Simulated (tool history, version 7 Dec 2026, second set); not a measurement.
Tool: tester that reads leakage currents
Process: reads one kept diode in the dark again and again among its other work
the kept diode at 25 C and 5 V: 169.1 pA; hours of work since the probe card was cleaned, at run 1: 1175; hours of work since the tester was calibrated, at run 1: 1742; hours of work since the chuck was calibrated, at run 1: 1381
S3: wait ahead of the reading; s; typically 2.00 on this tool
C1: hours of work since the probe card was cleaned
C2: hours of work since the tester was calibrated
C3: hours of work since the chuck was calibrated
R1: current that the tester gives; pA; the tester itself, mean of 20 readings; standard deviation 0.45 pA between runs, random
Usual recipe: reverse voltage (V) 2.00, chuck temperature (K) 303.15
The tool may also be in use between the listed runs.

Run 1, day 0.000: usual settings; C1 1175; C2 1742; C3 1381. Result: R1 172.81 pA.
Run 2, day 2.396: usual settings; C1 1211; C2 1778; C3 1418. Result: R1 173.07 pA.
Run 3, day 4.375: usual settings; C1 1241; C2 1808; C3 1448. Result: R1 172.20 pA.
Run 4, day 7.058: usual settings; C1 1281; C2 1848; C3 1488. Result: R1 172.76 pA.
Run 5, day 9.317: usual settings; C1 1316; C2 1883; C3 1522. Result: R1 174.04 pA.
Run 6, day 11.288: usual settings; C1 1345; C2 1912; C3 1552. Result: R1 174.70 pA.
At day 13.296: chuck's temperature calibrated.
Run 7, day 14.204: usual settings; C1 1388; C2 1955; C3 14. Result: R1 182.41 pA.
Run 8, day 16.017: usual settings; C1 1416; C2 1983; C3 41. Result: R1 181.65 pA.
Run 9, day 18.512: usual settings; C1 1453; C2 2020; C3 79. Result: R1 183.30 pA.
Run 10, day 21.908: usual settings; C1 1505; C2 2072; C3 130. Result: R1 184.34 pA.
Run 11, day 25.300: usual settings; C1 1556; C2 2123; C3 182. Result: R1 185.02 pA.
At day 25.617: chuck's temperature calibrated, once more.
Run 12, day 27.750: usual settings; C1 1592; C2 2159; C3 32. Result: R1 154.00 pA.
Run 13, day 30.746: usual settings; C1 1637; C2 2204; C3 78. Result: R1 155.74 pA.
Run 14, day 33.762: usual settings; C1 1683; C2 2250; C3 123. Result: R1 155.02 pA.
Run 15, day 36.608: usual settings; C1 1726; C2 2293; C3 166. Result: R1 156.44 pA.
Run 16, day 38.533: usual settings but chuck temperature (K) 329.15; C1 1755; C2 2322; C3 195. Result: R1 963.23 pA.
Run 17, day 41.788: usual settings but chuck temperature (K) 329.15, S3 5.96 s; C1 1804; C2 2371; C3 245. Result: R1 964.93 pA.
Run 18, day 43.850: usual settings but chuck temperature (K) 329.15, S3 5.96 s; C1 1836; C2 2402; C3 276. Result: R1 956.81 pA.
Run 19, day 46.171: usual settings but chuck temperature (K) 329.15, S3 5.96 s; C1 1871; C2 2438; C3 311. Result: R1 969.53 pA.
Run 20, day 48.104: usual settings but chuck temperature (K) 329.15, S3 5.96 s; C1 1900; C2 2467; C3 340. Result: R1 968.14 pA.
Run 21, day 50.758: usual settings but reverse voltage (V) 6.18, chuck temperature (K) 315.15, S3 0.30 s; C1 1940; C2 2507; C3 380. Result: R1 721.55 pA.
Run 22, day 52.579: usual settings but reverse voltage (V) 6.18, chuck temperature (K) 315.15, S3 0.30 s; C1 1968; C2 2534; C3 408. Result: R1 723.60 pA.
Run 23, day 55.929: usual settings but reverse voltage (V) 6.18, chuck temperature (K) 315.15, S3 0.30 s; C1 2018; C2 2585; C3 458. Result: R1 724.00 pA.
Run 24, day 59.104: usual settings but reverse voltage (V) 6.18, chuck temperature (K) 315.15, S3 0.30 s; C1 2066; C2 2633; C3 507. Result: R1 729.54 pA.
Run 25, day 61.325: usual settings but reverse voltage (V) 6.54, chuck temperature (K) 317.15, S3 5.50 s; C1 2100; C2 2667; C3 540. Result: R1 864.11 pA.
Run 26, day 63.971: usual settings but reverse voltage (V) 10.66, chuck temperature (K) 296.15, S3 0.36 s; C1 2140; C2 2707; C3 580. Result: R1 252.77 pA.
At day 66.638: tester calibrated.
Run 27, day 67.183: usual settings but reverse voltage (V) 3.91, chuck temperature (K) 316.15, S3 0.30 s; C1 2187; C2 8; C3 628. Result: R1 604.10 pA.
Run 28, day 70.108: usual settings but reverse voltage (V) 12.80, chuck temperature (K) 316.15, S3 1.69 s; C1 2231; C2 53; C3 672. Result: R1 1172.82 pA.
Run 29, day 73.008: usual settings but reverse voltage (V) 1.77, chuck temperature (K) 317.15, S3 1.26 s; C1 2275; C2 96; C3 716. Result: R1 416.68 pA.
Run 30, day 74.992: usual settings but reverse voltage (V) 1.77, chuck temperature (K) 317.15, S3 1.26 s; C1 2305; C2 126; C3 746. Result: R1 419.22 pA.
Run 31, day 77.696: usual settings but reverse voltage (V) 1.77, chuck temperature (K) 309.15, S3 0.73 s; C1 2346; C2 167; C3 787. Result: R1 240.28 pA.
Run 32, day 81.233: usual settings but reverse voltage (V) 16.06, chuck temperature (K) 318.15, S3 3.33 s; C1 2400; C2 221; C3 840. Result: R1 1548.63 pA.
Run 33, day 84.371: usual settings but reverse voltage (V) 16.06, chuck temperature (K) 318.15, S3 3.33 s; C1 2447; C2 268; C3 887. Result: R1 1556.78 pA.
Run 34, day 86.738: usual settings but reverse voltage (V) 17.54, chuck temperature (K) 324.15, S3 2.36 s; C1 2483; C2 304; C3 923. Result: R1 2456.60 pA.
Run 35, day 89.312: usual settings but S3 1.08 s; C1 2522; C2 343; C3 962. Result: R1 167.02 pA.
Run 36, day 91.558: usual settings but reverse voltage (V) 4.96, chuck temperature (K) 318.15; C1 2556; C2 377; C3 996. Result: R1 809.11 pA.
Run 37, day 94.683: usual settings but reverse voltage (V) 6.96, chuck temperature (K) 306.15, S3 1.99 s; C1 2603; C2 424; C3 1043. Result: R1 423.47 pA.
Run 38, day 96.900: usual settings but reverse voltage (V) 6.96, chuck temperature (K) 306.15, S3 0.60 s; C1 2637; C2 458; C3 1077. Result: R1 429.58 pA.
Run 39, day 99.521: usual settings but reverse voltage (V) 4.40, chuck temperature (K) 306.15, S3 4.41 s; C1 2676; C2 497; C3 1117. Result: R1 330.44 pA.
Run 40, day 101.358: usual settings but reverse voltage (V) 4.40, chuck temperature (K) 306.15, S3 4.41 s; C1 2704; C2 525; C3 1144. Result: R1 331.87 pA.

For each entry between runs, how does the tool's hidden state at the last listed run before it compare with that at the first listed run after it?
Runs 6 to 7: chuck's temperature calibrated (day 13.296)
  stray current of the dirty probe card, pA a volt: 0.471 -> 0.486; current scale over the true one, %: 1 -> 1.02; true chuck temperature over the reading, C: 1.88 -> 2.39
  the result without the hidden state subtracted from the measured one, R1: +25.34 -> +32.42 pA
Runs 11 to 12: chuck's temperature calibrated, once more (day 25.617)
  stray current of the dirty probe card, pA a volt: 0.543 -> 0.556; current scale over the true one, %: 1.11 -> 1.13; true chuck temperature over the reading, C: 2.62 -> 0.15
  the result without the hidden state subtracted from the measured one, R1: +35.60 -> +4.53 pA
Runs 26 to 27: tester calibrated (day 66.638)
  stray current of the dirty probe card, pA a volt: 0.749 -> 0.765; current scale over the true one, %: 1.4 -> -0.05; true chuck temperature over the reading, C: 0.86 -> 0.92
  the result without the hidden state subtracted from the measured one, R1: +26.75 -> +39.81 pA
